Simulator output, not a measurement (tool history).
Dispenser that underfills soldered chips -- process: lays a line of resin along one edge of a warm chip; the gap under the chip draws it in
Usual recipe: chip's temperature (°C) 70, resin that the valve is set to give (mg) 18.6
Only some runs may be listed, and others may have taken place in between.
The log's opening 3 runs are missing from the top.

run,hour,chip's temperature (°C),resin that the valve is set to give (mg),hours of work since the syringe was changed,hours of work since the valve was cleaned,hours of work since the stage was calibrated,time until the resin shows at the far edge (s),resin that the valve gave (mg)
4,15,63,18.6,8,66,170,237.9,18.09
# hour 18.9: new syringe of resin
5,19.3,70,18.6,0,69,173,116.2,18.17
6,24.4,70,18.6,4,73,176,142.7,18.14
7,29.6,70,18.6,7,76,180,172.7,18.19
# hour 34.6: new syringe of resin
8,35.9,70,18.6,1,80,184,121.3,17.93
9,41.5,70,18.6,5,84,188,149.4,18.24
10,46,70,18.6,8,87,191,177.5,17.94
# hour 50.3: new syringe of resin
11,52,70,18.6,1,91,195,121.5,18.03
12,57.2,70,18.6,5,95,198,151.3,18.04
13,63.5,70,18.6,9,99,203,189.8,17.92
# hour 66.2: new syringe of resin
14,70.4,64,18.6,3,104,207,171.5,17.92
15,75.3,70,18.6,6,107,211,160.6,18.05
16,81,70,18.6,10,111,215,196.4,17.88
# hour 82.2: new syringe of resin
17,86.7,70,16.5,3,115,218,136.5,15.89
18,90.3,63,20.9,6,117,221,201,20.02
19,95.5,64,21,9,121,224,231.9,20.24

Predict the results of run 20:
# hour 98.2: new syringe of resin
20,101.4,59,16,2,125,228,?,?

Logged for run 20: time until the resin shows at the far edge (s) 209.8, resin that the valve gave (mg) 15.38.
The same run, on a tool lacking any hidden state, would have yielded time until the resin shows at the far edge (s) 189.3, resin that the valve gave (mg) 16.04.
